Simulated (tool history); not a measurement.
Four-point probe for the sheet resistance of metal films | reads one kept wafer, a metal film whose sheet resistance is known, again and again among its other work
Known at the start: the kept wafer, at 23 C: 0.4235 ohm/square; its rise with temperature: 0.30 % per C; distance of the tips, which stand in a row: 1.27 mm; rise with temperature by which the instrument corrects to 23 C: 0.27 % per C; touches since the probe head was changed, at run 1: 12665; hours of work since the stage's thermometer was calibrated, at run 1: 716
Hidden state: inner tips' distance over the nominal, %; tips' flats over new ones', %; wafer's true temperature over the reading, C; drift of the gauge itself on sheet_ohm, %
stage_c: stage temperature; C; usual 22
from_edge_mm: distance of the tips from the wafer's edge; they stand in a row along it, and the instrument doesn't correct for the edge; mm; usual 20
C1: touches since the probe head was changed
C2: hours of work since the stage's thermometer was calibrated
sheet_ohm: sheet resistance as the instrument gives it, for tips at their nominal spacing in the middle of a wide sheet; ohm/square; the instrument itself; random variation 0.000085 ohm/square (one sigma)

Run 1, day 0: usual settings; C1 12665; C2 716. Result: sheet_ohm 0.423925 ohm/square.
Run 2, day 1.608: usual settings but stage_c 26 C; C1 13353; C2 734. Result: sheet_ohm 0.424191 ohm/square.
Run 3, day 3.333: usual settings but stage_c 26 C; C1 14090; C2 753. Result: sheet_ohm 0.424314 ohm/square.
Run 4, day 4.208: usual settings; C1 14465; C2 763. Result: sheet_ohm 0.423881 ohm/square.
Run 5, day 5.342: usual settings; C1 14949; C2 775. Result: sheet_ohm 0.424015 ohm/square.
Run 6, day 6.338: usual settings; C1 15375; C2 787. Result: sheet_ohm 0.423931 ohm/square.
Run 7, day 7.371: usual settings but from_edge_mm 74 mm; C1 15816; C2 798. Result: sheet_ohm 0.423269 ohm/square.
Run 8, day 8.417: usual settings but stage_c 20 C; C1 16265; C2 810. Result: sheet_ohm 0.423905 ohm/square.
Run 9, day 9.325: usual settings but stage_c 20 C; C1 16653; C2 820. Result: sheet_ohm 0.423761 ohm/square.
Run 10, day 10.433: usual settings but stage_c 20 C; C1 17127; C2 832. Result: sheet_ohm 0.42383 ohm/square.
Run 11, day 11.538: usual settings but stage_c 20 C; C1 17600; C2 844. Result: sheet_ohm 0.423863 ohm/square.
Run 12, day 13.317: usual settings; C1 18360; C2 864. Result: sheet_ohm 0.424186 ohm/square.
Run 13, day 14.7: usual settings; C1 18951; C2 879. Result: sheet_ohm 0.424078 ohm/square.
Run 14, day 15.546: usual settings; C1 19314; C2 888. Result: sheet_ohm 0.424172 ohm/square.
Run 15, day 17.129: usual settings; C1 19990; C2 906. Result: sheet_ohm 0.424191 ohm/square.
Run 16, day 18.029: usual settings; C1 20375; C2 916. Result: sheet_ohm 0.424239 ohm/square.
Run 17, day 19.104: usual settings; C1 20836; C2 928. Result: sheet_ohm 0.424148 ohm/square.
Run 18, day 19.825: usual settings; C1 21144; C2 936. Result: sheet_ohm 0.424344 ohm/square.
Run 19, day 20.942: usual settings but stage_c 30 C; C1 21620; C2 948. Result: sheet_ohm 0.425093 ohm/square.
Run 20, day 22.554: usual settings but stage_c 23 C; C1 22310; C2 966. Result: sheet_ohm 0.424535 ohm/square.
Run 21, day 23.408: usual settings but stage_c 23 C; C1 22675; C2 975. Result: sheet_ohm 0.424288 ohm/square.
Run 22, day 24.325: usual settings but stage_c 23 C; C1 23068; C2 985. Result: sheet_ohm 0.424619 ohm/square.
Run 23, day 25.183: usual settings but stage_c 26 C, from_edge_mm 25 mm; C1 23435; C2 995. Result: sheet_ohm 0.424518 ohm/square.
Run 24, day 26.733: usual settings but stage_c 26 C, from_edge_mm 25 mm; C1 24098; C2 1012. Result: sheet_ohm 0.424536 ohm/square.
Run 25, day 27.633: usual settings but stage_c 26 C, from_edge_mm 25 mm; C1 24483; C2 1022. Result: sheet_ohm 0.424446 ohm/square.
Run 26, day 28.621: usual settings but stage_c 26 C, from_edge_mm 25 mm; C1 24904; C2 1033. Result: sheet_ohm 0.424526 ohm/square.
Run 27, day 29.438: usual settings but stage_c 26 C, from_edge_mm 25 mm; C1 25254; C2 1042. Result: sheet_ohm 0.424582 ohm/square.
Run 28, day 30.217: usual settings but stage_c 23 C, from_edge_mm 12 mm; C1 25588; C2 1051. Result: sheet_ohm 0.426299 ohm/square.
Run 29, day 31.729: usual settings but from_edge_mm 9 mm; C1 26235; C2 1067. Result: sheet_ohm 0.428127 ohm/square.
Run 30, day 33.479: usual settings but from_edge_mm 9 mm; C1 26983; C2 1087. Result: sheet_ohm 0.428158 ohm/square.
Run 31, day 34.558: usual settings but stage_c 18 C, from_edge_mm 11 mm; C1 27445; C2 1099. Result: sheet_ohm 0.42641 ohm/square.
Run 32, day 35.525: usual settings but stage_c 19 C, from_edge_mm 56 mm; C1 27857; C2 1109. Result: sheet_ohm 0.423581 ohm/square.
Run 33, day 36.721: usual settings but stage_c 19 C, from_edge_mm 56 mm; C1 28369; C2 1122. Result: sheet_ohm 0.423635 ohm/square.
Run 34, day 38.367: usual settings but stage_c 25 C, from_edge_mm 56 mm; C1 29072; C2 1141. Result: sheet_ohm 0.424011 ohm/square.
Run 35, day 40.079: usual settings but stage_c 25 C, from_edge_mm 17 mm; C1 29805; C2 1160. Result: sheet_ohm 0.425336 ohm/square.
Run 36, day 41.088: usual settings but stage_c 27 C, from_edge_mm 43 mm; C1 30236; C2 1171. Result: sheet_ohm 0.424458 ohm/square.
Run 37, day 42.175: usual settings but stage_c 31 C, from_edge_mm 3 mm; C1 30701; C2 1183. Result: sheet_ohm 0.461686 ohm/square.
Run 38, day 42.992: usual settings but stage_c 29 C, from_edge_mm 47 mm; C1 31051; C2 1192. Result: sheet_ohm 0.42473 ohm/square.
Run 39, day 44.108: usual settings but stage_c 32 C; C1 31529; C2 1204. Result: sheet_ohm 0.425678 ohm/square.
Run 40, day 45.558: usual settings but stage_c 32 C; C1 32149; C2 1220. Result: sheet_ohm 0.425874 ohm/square.
Run 41, day 46.975: usual settings but stage_c 19 C, from_edge_mm 54 mm; C1 32754; C2 1236. Result: sheet_ohm 0.423856 ohm/square.
Run 42, day 48.583: usual settings but stage_c 33 C, from_edge_mm 17 mm; C1 33442; C2 1254. Result: sheet_ohm 0.426289 ohm/square.
Run 43, day 49.817: usual settings but stage_c 29 C; C1 33969; C2 1267. Result: sheet_ohm 0.425816 ohm/square.
Run 44, day 51.042: usual settings but stage_c 29 C, from_edge_mm 12 mm; C1 34493; C2 1281. Result: sheet_ohm 0.427368 ohm/square.

Forecast each of these 5 alternatives for the next run:
Run A, day 52.808: usual settings but stage_c 21 C, from_edge_mm 58 mm; C1 35248; C2 1300. Result: sheet_ohm ?.
Run B, day 52.808: usual settings but stage_c 19 C, from_edge_mm 51 mm; C1 35248; C2 1300. Result: sheet_ohm ?.
Run C, day 52.808: usual settings but stage_c 26 C, from_edge_mm 36 mm; C1 35248; C2 1300. Result: sheet_ohm ?.
Run D, day 52.808: usual settings but stage_c 25 C, from_edge_mm 31 mm; C1 35248; C2 1300. Result: sheet_ohm ?.
Run E, day 52.808: usual settings but stage_c 26 C, from_edge_mm 52 mm; C1 35248; C2 1300. Result: sheet_ohm ?.

run  sheet_ohm
  A   0.424119
  B   0.424101
  C   0.424788
  D   0.424739
  E    0.42459
Without the tool's hidden state the same runs would have given:
run  sheet_ohm
  A   0.423368
  B   0.423347
  C   0.424043
  D   0.423992
  E   0.423845
